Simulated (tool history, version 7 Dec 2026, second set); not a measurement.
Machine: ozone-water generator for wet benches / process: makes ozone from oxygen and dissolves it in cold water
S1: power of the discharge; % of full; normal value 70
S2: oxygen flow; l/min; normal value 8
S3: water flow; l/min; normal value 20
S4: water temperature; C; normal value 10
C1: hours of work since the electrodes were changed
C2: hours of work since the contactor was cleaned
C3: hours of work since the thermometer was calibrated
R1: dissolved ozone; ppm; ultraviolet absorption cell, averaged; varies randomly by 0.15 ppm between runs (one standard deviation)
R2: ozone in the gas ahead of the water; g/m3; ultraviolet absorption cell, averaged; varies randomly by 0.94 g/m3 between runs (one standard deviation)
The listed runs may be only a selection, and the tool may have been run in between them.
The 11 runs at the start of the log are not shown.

run   hour  S1     S2  S3  S4    C1    C2    C3    R1     R2
 12  351.6  45      8  20  10  1607  3155  2674  14.6    123
 13  378.7  73      8  20  10  1628  3176  2695  19.4  164.6
 14  406.5  70      8  20  13  1649  3197  2717  18.6  163.8
 15  449.2  70  11.29  20  10  1682  3230  2750  18.1  129.3
     479.7  -- gauge calibrated
 16  479.7  70  11.29  20  16  1706  3254  2773  16.1  126.2
 17  509.1  70  11.29  20  16  1728  3277  2796    16  125.9
 18  534.2  90  13.51  26   8  1748  3296  2816  17.7  132.8
 19  562.7  90  13.51  26   8  1770  3318  2838  17.4  132.5
 20  589.5  43   5.48  20  10  1791  3339  2858  14.7  150.6
 21  633.1  43   4.67  20  10  1824  3372  2892  14.8  168.4
 22  663.8  56   4.67  20  12  1848  3396  2916  17.3  198.2

What will run 23 give?
 23  706.1  52   8  20   6  1881  3429  2949   ?   ?

For run 23 the tool returned R1 16.8 ppm, R2 131.7 g/m3.
Were there no unlogged condition in the tool, this run, its random variation unchanged, would have produced R1 16.9 ppm, R2 130 g/m3.
